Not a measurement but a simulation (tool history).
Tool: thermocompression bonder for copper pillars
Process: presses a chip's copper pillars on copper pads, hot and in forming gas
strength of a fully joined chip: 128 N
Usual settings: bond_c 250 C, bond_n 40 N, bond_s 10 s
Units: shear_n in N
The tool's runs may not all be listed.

run,day,bond_c,bond_n,bond_s,shear_n
1,0.000,250,40,10,63.5
2,0.508,244,40,10,58.0
3,1.125,252,40,10,64.5
4,1.804,252,40,10,63.8
5,2.425,252,40,10,64.1
6,3.046,250,40,13,67.9
7,3.421,268,40,10,76.7
8,3.992,250,40,10,61.3
9,4.692,250,40,10,61.1
10,5.012,250,40,10,61.3
11,5.512,250,40,10,62.0
12,5.979,250,50,10,69.4
13,6.304,250,40,10,59.9
14,6.808,250,40,10,60.3
# day 7.192: forming gas filter changed
15,7.396,250,40,10,64.1
16,7.908,250,40,10,64.2
17,8.233,250,40,10,63.7
18,8.717,250,40,10,63.4
19,9.250,250,40,11,65.2
20,9.654,250,40,11,65.4
21,9.958,246,57,11,76.1
22,10.625,246,57,11,75.9
23,11.288,250,35,10,58.3
24,11.854,276,50,14,100.4
25,12.375,243,32,17,58.9
26,12.754,243,32,17,59.2
27,13.196,243,32,17,58.5
28,13.725,254,32,6,47.2
29,14.258,247,36,17,66.6
30,14.842,247,36,17,66.3
31,15.325,247,36,17,65.8
32,15.775,249,31,22,67.7
33,16.450,249,31,22,67.3
34,16.996,237,48,16,66.8
35,17.296,249,40,18,72.2
36,17.829,229,30,5,26.3
37,18.196,229,30,5,26.2
38,18.858,250,40,7,52.7
39,19.292,223,43,22,55.3

Measured less the same run without the tool's hidden state. The same run-to-run variation is in both; the gauge's scatter may not be:
The hidden state here: true temperature of the bond over the reading, C; force that reaches the chip, % of what is set; oxide that the forming gas leaves, % of the face; drift of the gauge itself on shear_n, %.
run,shear_n
1,-3.4
2,-3.5
3,-4.0
4,-4.3
5,-4.5
6,-5.0
7,-5.7
8,-5.1
9,-5.3
10,-5.5
11,-5.7
12,-6.5
13,-5.9
14,-6.2
15,-2.3
16,-2.4
17,-2.6
18,-2.8
19,-3.0
20,-3.2
21,-3.6
22,-3.9
23,-3.6
24,-4.5
25,-4.1
26,-4.3
27,-4.4
28,-3.9
29,-5.2
30,-5.5
31,-5.6
32,-5.9
33,-6.2
34,-6.4
35,-6.8
36,-3.3
37,-3.4
38,-6.2
39,-6.7

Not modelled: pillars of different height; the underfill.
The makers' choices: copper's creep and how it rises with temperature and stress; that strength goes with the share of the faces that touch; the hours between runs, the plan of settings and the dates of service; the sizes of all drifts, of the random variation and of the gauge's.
